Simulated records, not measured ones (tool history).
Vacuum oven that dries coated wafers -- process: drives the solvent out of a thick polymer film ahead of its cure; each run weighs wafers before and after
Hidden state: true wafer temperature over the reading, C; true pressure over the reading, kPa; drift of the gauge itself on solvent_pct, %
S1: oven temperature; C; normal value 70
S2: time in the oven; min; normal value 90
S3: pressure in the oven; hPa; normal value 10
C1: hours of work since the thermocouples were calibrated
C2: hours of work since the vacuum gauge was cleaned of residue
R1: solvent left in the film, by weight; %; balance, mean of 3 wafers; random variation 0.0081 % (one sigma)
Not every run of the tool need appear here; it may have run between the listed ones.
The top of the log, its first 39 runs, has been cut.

run 40 day=15.621 | S1=70 S2=52 S3=7.2 | C1=950 C2=509 | R1=3.493
run 41 day=16.017 | S1=70 S2=52 S3=7.2 | C1=957 C2=517 | R1=3.509
run 42 day=16.275 | S1=70 S2=78 S3=5.7 | C1=962 C2=521 | R1=1.983
run 43 day=16.642 | S1=70 S2=78 S3=5.7 | C1=969 C2=528 | R1=1.966
run 44 day=17.079 | S1=70 S2=90 S3=24.3 | C1=977 C2=536 | R1=1.917
run 45 day=17.408 | S1=61 S2=61 S3=32.7 | C1=983 C2=542 | R1=5.579
run 46 day=17.867 | S1=57 S2=73 S3=10 | C1=991 C2=551 | R1=5.387
run 47 day=18.242 | S1=64 S2=71 S3=19.5 | C1=998 C2=558 | R1=3.955
run 48 day=18.738 | S1=64 S2=71 S3=19.5 | C1=1007 C2=567 | R1=3.947

Consider 3 possible next runs. They are alternatives, not a sequence: every one starts from the tool as it was left by run 48. What does each give?
run A day=19.258 | S1=68 S2=90 S3=12.4 | C1=1017 C2=577 | R1=?
run B day=19.258 | S1=70 S2=159 S3=6.8 | C1=1017 C2=577 | R1=?
run C day=19.258 | S1=60 S2=48 S3=10 | C1=1017 C2=577 | R1=?

run=A R1=2.044
run=B R1=0.434
run=C R1=6.219
With no hidden state in the tool, these same runs would have given:
run=A R1=2.049
run=B R1=0.435
run=C R1=6.225

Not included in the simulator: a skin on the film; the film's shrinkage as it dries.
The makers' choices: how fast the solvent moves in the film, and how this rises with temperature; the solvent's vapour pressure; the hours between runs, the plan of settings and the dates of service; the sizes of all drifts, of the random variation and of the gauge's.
